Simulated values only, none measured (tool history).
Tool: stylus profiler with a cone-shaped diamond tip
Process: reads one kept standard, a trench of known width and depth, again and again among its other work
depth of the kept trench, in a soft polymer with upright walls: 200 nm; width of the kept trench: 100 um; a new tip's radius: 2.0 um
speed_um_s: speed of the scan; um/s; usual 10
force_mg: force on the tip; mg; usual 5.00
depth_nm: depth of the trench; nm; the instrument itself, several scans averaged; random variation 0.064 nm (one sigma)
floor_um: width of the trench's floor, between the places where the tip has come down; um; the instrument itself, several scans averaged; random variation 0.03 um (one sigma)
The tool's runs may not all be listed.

| run | day | speed_um_s | force_mg | depth_nm | floor_um |
|---|---|---|---|---|---|
| 1 | 0.000 | 10 | 5.00 | 204.70 | 97.48 |
| 2 | 4.775 | 10 | 5.00 | 204.84 | 97.46 |
| 3 | 9.217 | 10 | 5.00 | 204.62 | 97.45 |
| 4 | 13.525 | 10 | 5.00 | 204.56 | 97.42 |
| 5 | 15.512 | 10 | 5.00 | 204.59 | 97.40 |
| 6 | 19.025 | 5 | 5.00 | 204.48 | 97.35 |
| 7 | 23.283 | 16 | 5.00 | 204.49 | 97.44 |
| 8 | 25.675 | 16 | 5.00 | 204.57 | 97.33 |
| 9 | 28.188 | 10 | 11.62 | 208.08 | 97.38 |
| 10 | 31.550 | 10 | 5.00 | 204.51 | 97.29 |
|  | 34.808 | new tip fitted, height scale calibrated |
| 11 | 35.346 | 10 | 5.00 | 204.79 | 98.25 |
| 12 | 39.558 | 10 | 1.84 | 202.46 | 98.20 |
| 13 | 42.662 | 10 | 1.84 | 202.29 | 98.17 |
| 14 | 44.904 | 10 | 1.84 | 202.32 | 98.17 |
| 15 | 49.688 | 10 | 1.84 | 202.27 | 98.07 |
| 16 | 54.512 | 10 | 7.83 | 206.40 | 98.08 |
| 17 | 58.092 | 10 | 5.00 | 204.59 | 98.11 |
| 18 | 61.317 | 10 | 5.00 | 204.53 | 98.06 |
| 19 | 65.692 | 10 | 5.00 | 204.45 | 98.04 |
| 20 | 70.408 | 10 | 5.00 | 204.35 | 98.01 |
| 21 | 74.208 | 10 | 5.00 | 204.34 | 98.00 |
| 22 | 77.817 | 10 | 5.00 | 204.37 | 97.95 |
| 23 | 82.458 | 10 | 5.00 | 204.33 | 97.93 |
| 24 | 86.475 | 25 | 3.59 | 203.31 | 97.80 |
| 25 | 88.879 | 20 | 2.81 | 202.64 | 97.83 |
| 26 | 93.583 | 25 | 2.81 | 202.58 | 97.76 |
| 27 | 95.650 | 3 | 3.03 | 202.76 | 97.88 |
| 28 | 98.588 | 8 | 3.62 | 203.15 | 97.84 |
| 29 | 101.950 | 13 | 2.18 | 202.11 | 97.76 |
| 30 | 106.654 | 25 | 2.63 | 202.32 | 97.68 |
| 31 | 109.679 | 25 | 2.63 | 202.35 | 97.68 |
| 32 | 113.525 | 4 | 4.48 | 203.67 | 97.67 |
|  | 113.821 | height scale calibrated on a step standard |
| 33 | 115.971 | 4 | 4.48 | 203.18 | 97.74 |
| 34 | 118.308 | 2 | 4.37 | 203.09 | 97.72 |
| 35 | 122.767 | 2 | 4.37 | 203.04 | 97.68 |
| 36 | 124.783 | 2 | 4.37 | 203.08 | 97.71 |
| 37 | 129.512 | 2 | 3.71 | 202.69 | 97.68 |
| 38 | 131.475 | 21 | 11.24 | 206.86 | 97.62 |
| 39 | 133.771 | 21 | 11.24 | 206.85 | 97.63 |
|  | 135.158 | height scale calibrated on a step standard, once more |
| 40 | 137.104 | 29 | 11.24 | 208.37 | 97.61 |
| 41 | 139.117 | 8 | 8.00 | 206.77 | 97.56 |
| 42 | 141.758 | 8 | 8.00 | 206.66 | 97.55 |
| 43 | 145.650 | 8 | 8.00 | 206.71 | 97.56 |
| 44 | 147.946 | 4 | 7.26 | 206.28 | 97.60 |
| 45 | 151.462 | 37 | 8.30 | 206.68 | 97.53 |
| 46 | 155.446 | 4 | 14.39 | 209.73 | 97.51 |

3 ways to go on from here, each from the tool as it stands after run 46. What would each give?
| A | 159.429 | 25 | 6.78 | ? | ? |
| B | 159.429 | 2 | 2.86 | ? | ? |
| C | 159.429 | 19 | 5.00 | ? | ? |

| run | depth_nm | floor_um |
|---|---|---|
| A | 205.79 | 97.47 |
| B | 203.14 | 97.50 |
| C | 204.80 | 97.47 |
Without the tool's hidden state the same runs would have given:
| run | depth_nm | floor_um |
|---|---|---|
| A | 205.96 | 98.22 |
| B | 203.31 | 98.25 |
| C | 204.97 | 98.23 |

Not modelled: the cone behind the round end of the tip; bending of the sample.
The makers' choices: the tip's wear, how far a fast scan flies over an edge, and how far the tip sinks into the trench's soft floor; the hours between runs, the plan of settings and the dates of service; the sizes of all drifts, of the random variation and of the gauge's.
